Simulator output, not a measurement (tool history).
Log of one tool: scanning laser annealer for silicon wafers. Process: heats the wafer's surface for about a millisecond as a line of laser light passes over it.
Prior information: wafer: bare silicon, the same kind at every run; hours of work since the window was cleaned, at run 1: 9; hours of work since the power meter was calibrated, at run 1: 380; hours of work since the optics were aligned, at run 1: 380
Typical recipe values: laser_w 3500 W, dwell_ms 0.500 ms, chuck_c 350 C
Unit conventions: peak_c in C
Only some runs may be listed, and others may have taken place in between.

| run | hour | laser_w | dwell_ms | chuck_c | hours of work since the window was cleaned | hours of work since the power meter was calibrated | hours of work since the optics were aligned | peak_c |
|---|---|---|---|---|---|---|---|---|
| 1 | 0.0 | 3500 | 0.500 | 350 | 9 | 380 | 380 | 1189 |
| 2 | 14.8 | 3500 | 0.609 | 350 | 18 | 389 | 389 | 1277 |
| 3 | 27.6 | 3500 | 0.500 | 350 | 26 | 397 | 397 | 1189 |
| 4 | 41.1 | 3500 | 0.500 | 350 | 34 | 405 | 405 | 1190 |
| 5 | 59.0 | 3615 | 0.500 | 350 | 45 | 416 | 416 | 1218 |
| 6 | 77.7 | 3615 | 0.500 | 350 | 57 | 428 | 428 | 1216 |
| 7 | 91.3 | 3713 | 0.500 | 350 | 65 | 436 | 436 | 1241 |
| 8 | 112.8 | 3713 | 0.500 | 350 | 78 | 449 | 449 | 1242 |
| 9 | 133.8 | 3713 | 0.500 | 350 | 91 | 462 | 462 | 1243 |
| 10 | 145.1 | 3713 | 0.500 | 350 | 98 | 469 | 469 | 1243 |
| 11 | 161.6 | 3500 | 0.500 | 350 | 108 | 480 | 480 | 1183 |
| 12 | 189.3 | 3691 | 0.500 | 350 | 126 | 497 | 497 | 1234 |
| 13 | 216.1 | 3691 | 0.500 | 350 | 142 | 513 | 513 | 1232 |
| 14 | 234.8 | 3691 | 0.500 | 350 | 154 | 525 | 525 | 1229 |
| 15 | 256.5 | 3691 | 0.500 | 350 | 167 | 538 | 538 | 1227 |
| 16 | 277.5 | 3691 | 0.500 | 350 | 180 | 551 | 551 | 1230 |
| 17 | 290.2 | 3500 | 0.500 | 350 | 188 | 559 | 559 | 1179 |
| 18 | 308.3 | 3500 | 0.500 | 350 | 199 | 570 | 570 | 1179 |
| 19 | 322.6 | 3500 | 0.500 | 350 | 208 | 579 | 579 | 1178 |
| 20 | 345.2 | 3031 | 0.510 | 352 | 222 | 593 | 593 | 1060 |
| 21 | 356.8 | 3031 | 0.510 | 352 | 229 | 600 | 600 | 1060 |
| 22 | 378.7 | 3266 | 0.388 | 357 | 243 | 614 | 614 | 1030 |
| 23 | 397.5 | 3516 | 0.389 | 343 | 254 | 625 | 625 | 1075 |
| 24 | 420.7 | 3684 | 0.362 | 370 | 269 | 640 | 640 | 1113 |
| 25 | 438.1 | 3684 | 0.362 | 370 | 279 | 651 | 651 | 1111 |
| 26 | 454.2 | 3574 | 0.372 | 355 | 289 | 661 | 661 | 1080 |
|  | 460.5 | optics aligned, line set to its width |
| 27 | 474.3 | 3500 | 0.536 | 350 | 299 | 670 | 9 | 1196 |
| 28 | 500.2 | 3500 | 0.407 | 375 | 315 | 686 | 25 | 1111 |
| 29 | 526.1 | 3112 | 0.500 | 376 | 331 | 702 | 41 | 1090 |
|  | 541.5 | optics aligned, line set to its width, once more |
| 30 | 542.8 | 3500 | 0.494 | 350 | 338 | 709 | 1 | 1171 |
| 31 | 563.6 | 3318 | 0.417 | 372 | 351 | 722 | 14 | 1082 |
| 32 | 591.0 | 3515 | 0.500 | 386 | 368 | 739 | 31 | 1216 |
| 33 | 603.2 | 3500 | 0.359 | 350 | 375 | 746 | 38 | 1051 |
| 34 | 622.2 | 3063 | 0.587 | 364 | 387 | 758 | 50 | 1138 |
| 35 | 635.0 | 3063 | 0.587 | 364 | 395 | 766 | 58 | 1135 |
| 36 | 653.6 | 3063 | 0.587 | 364 | 406 | 778 | 69 | 1134 |
| 37 | 679.3 | 3063 | 0.587 | 364 | 422 | 794 | 85 | 1130 |

Forecast each of these 3 alternatives for the next run:
| A | 698.8 | 3504 | 0.500 | 353 | 434 | 806 | 97 | ? |
| B | 698.8 | 3500 | 0.500 | 338 | 434 | 806 | 97 | ? |
| C | 698.8 | 3063 | 0.506 | 355 | 434 | 806 | 97 | ? |

| run | peak_c |
|---|---|
| A | 1175 |
| B | 1161 |
| C | 1069 |
With the hidden condition removed and each run's random variation left untouched, the same runs would have given:
| run | peak_c |
|---|---|
| A | 1198 |
| B | 1185 |
| C | 1089 |
